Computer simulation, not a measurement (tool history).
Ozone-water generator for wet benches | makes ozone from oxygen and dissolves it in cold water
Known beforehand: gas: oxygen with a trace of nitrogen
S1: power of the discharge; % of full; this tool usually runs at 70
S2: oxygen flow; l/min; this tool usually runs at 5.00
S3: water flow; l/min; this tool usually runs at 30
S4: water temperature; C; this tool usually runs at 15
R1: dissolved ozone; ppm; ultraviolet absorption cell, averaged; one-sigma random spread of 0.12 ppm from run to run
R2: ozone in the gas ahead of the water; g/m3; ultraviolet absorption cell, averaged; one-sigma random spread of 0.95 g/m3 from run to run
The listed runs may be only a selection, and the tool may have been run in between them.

Run 1, hour 0.0: usual settings. Result: R1 10.5 ppm, R2 155.6 g/m3.
Run 2, hour 15.6: usual settings but S2 6.92 l/min. Result: R1 11.3 ppm, R2 132.4 g/m3.
Run 3, hour 51.4: usual settings but S2 6.92 l/min. Result: R1 11.3 ppm, R2 135.5 g/m3.
Run 4, hour 79.8: usual settings but S2 6.92 l/min, S3 38 l/min. Result: R1 8.7 ppm, R2 134.4 g/m3.
Run 5, hour 113.3: usual settings but S4 10 C. Result: R1 11.1 ppm, R2 151.7 g/m3.
Run 6, hour 132.6: usual settings but S4 10 C. Result: R1 10.9 ppm, R2 152.0 g/m3.
Run 7, hour 169.4: usual settings. Result: R1 10.4 ppm, R2 153.6 g/m3.
Run 8, hour 207.4: usual settings. Result: R1 10.2 ppm, R2 151.5 g/m3.
Run 9, hour 229.0: usual settings. Result: R1 10.4 ppm, R2 153.3 g/m3.
Run 10, hour 247.6: usual settings. Result: R1 10.5 ppm, R2 152.4 g/m3.
Run 11, hour 277.2: usual settings. Result: R1 10.5 ppm, R2 151.0 g/m3.
Run 12, hour 306.7: usual settings but S3 18 l/min. Result: R1 17.1 ppm, R2 151.2 g/m3.
Run 13, hour 331.4: usual settings but S3 18 l/min. Result: R1 16.9 ppm, R2 151.0 g/m3.
Run 14, hour 353.7: usual settings but S3 18 l/min. Result: R1 16.9 ppm, R2 151.4 g/m3.
Run 15, hour 381.1: usual settings. Result: R1 10.6 ppm, R2 152.0 g/m3.
Run 16, hour 409.2: usual settings. Result: R1 10.3 ppm, R2 151.5 g/m3.
Run 17, hour 438.4: usual settings but S1 95 % of full. Result: R1 12.8 ppm, R2 180.9 g/m3.
Run 18, hour 454.5: usual settings but S1 82 % of full, S4 22 C. Result: R1 10.6 ppm, R2 166.5 g/m3.
Run 19, hour 480.9: usual settings but S1 48 % of full, S2 8.68 l/min, S3 21 l/min, S4 22 C. Result: R1 10.8 ppm, R2 92.7 g/m3.
Run 20, hour 499.9: usual settings but S1 65 % of full, S2 8.68 l/min, S3 38 l/min, S4 22 C. Result: R1 7.9 ppm, R2 113.5 g/m3.
Run 21, hour 536.4: usual settings but S1 83 % of full, S2 8.06 l/min, S3 48 l/min, S4 18 C. Result: R1 7.5 ppm, R2 136.9 g/m3.
Run 22, hour 573.6: usual settings but S1 83 % of full, S2 8.06 l/min, S3 18 l/min, S4 18 C. Result: R1 18.3 ppm, R2 135.5 g/m3.
Run 23, hour 610.6: usual settings but S1 83 % of full, S2 8.06 l/min, S3 18 l/min, S4 18 C. Result: R1 18.1 ppm, R2 136.1 g/m3.
Run 24, hour 635.5: usual settings but S1 95 % of full, S2 8.06 l/min, S3 18 l/min, S4 21 C. Result: R1 18.9 ppm, R2 148.7 g/m3.
Run 25, hour 666.8: usual settings but S4 16 C. Result: R1 10.1 ppm, R2 149.4 g/m3.
Run 26, hour 687.5: usual settings but S1 40 % of full, S4 9 C. Result: R1 7.4 ppm, R2 103.3 g/m3.
Run 27, hour 703.9: usual settings but S1 40 % of full, S4 9 C. Result: R1 7.5 ppm, R2 104.1 g/m3.
Run 28, hour 720.5: usual settings but S1 40 % of full, S4 9 C. Result: R1 7.5 ppm, R2 102.5 g/m3.
Run 29, hour 746.1: usual settings but S1 40 % of full, S2 3.67 l/min, S4 9 C. Result: R1 6.8 ppm, R2 116.3 g/m3.
Run 30, hour 763.4: usual settings but S1 86 % of full, S2 5.18 l/min, S3 44 l/min, S4 7 C. Result: R1 8.3 ppm, R2 166.2 g/m3.
Run 31, hour 794.6: usual settings but S1 86 % of full, S2 5.18 l/min, S3 22 l/min, S4 7 C. Result: R1 17.2 ppm, R2 167.2 g/m3.
Run 32, hour 812.2: usual settings but S1 91 % of full, S2 5.18 l/min, S3 22 l/min, S4 7 C. Result: R1 18.4 ppm, R2 171.9 g/m3.

Each run again, without the hidden state but with its own random variation kept:
Unlogged tool condition in this case: yield of the discharge, % of new electrodes'; contactor's efficiency, % of a clean one's; true water temperature over the reading, C; drift of the gauge itself on ozone_ppm, %; drift of the gauge itself on gas_g_m3, %.
run    R1     R2
  1  11.1  163.1
  2  12.0  139.0
  3  12.0  142.4
  4   9.2  141.4
  5  11.8  160.0
  6  11.6  160.4
  7  11.1  162.3
  8  10.9  160.5
  9  11.1  162.5
 10  11.2  161.7
 11  11.3  160.5
 12  18.3  160.9
 13  18.2  160.9
 14  18.2  161.5
 15  11.4  162.4
 16  11.2  162.0
 17  14.1  196.7
 18  11.6  179.9
 19  11.5   97.7
 20   8.5  121.5
 21   8.2  148.5
 22  20.2  147.5
 23  20.0  148.4
 24  21.0  163.6
 25  11.1  161.9
 26   7.9  108.6
 27   8.0  109.5
 28   8.0  107.9
 29   7.2  122.7
 30   9.3  183.2
 31  19.2  184.6
 32  20.7  190.6
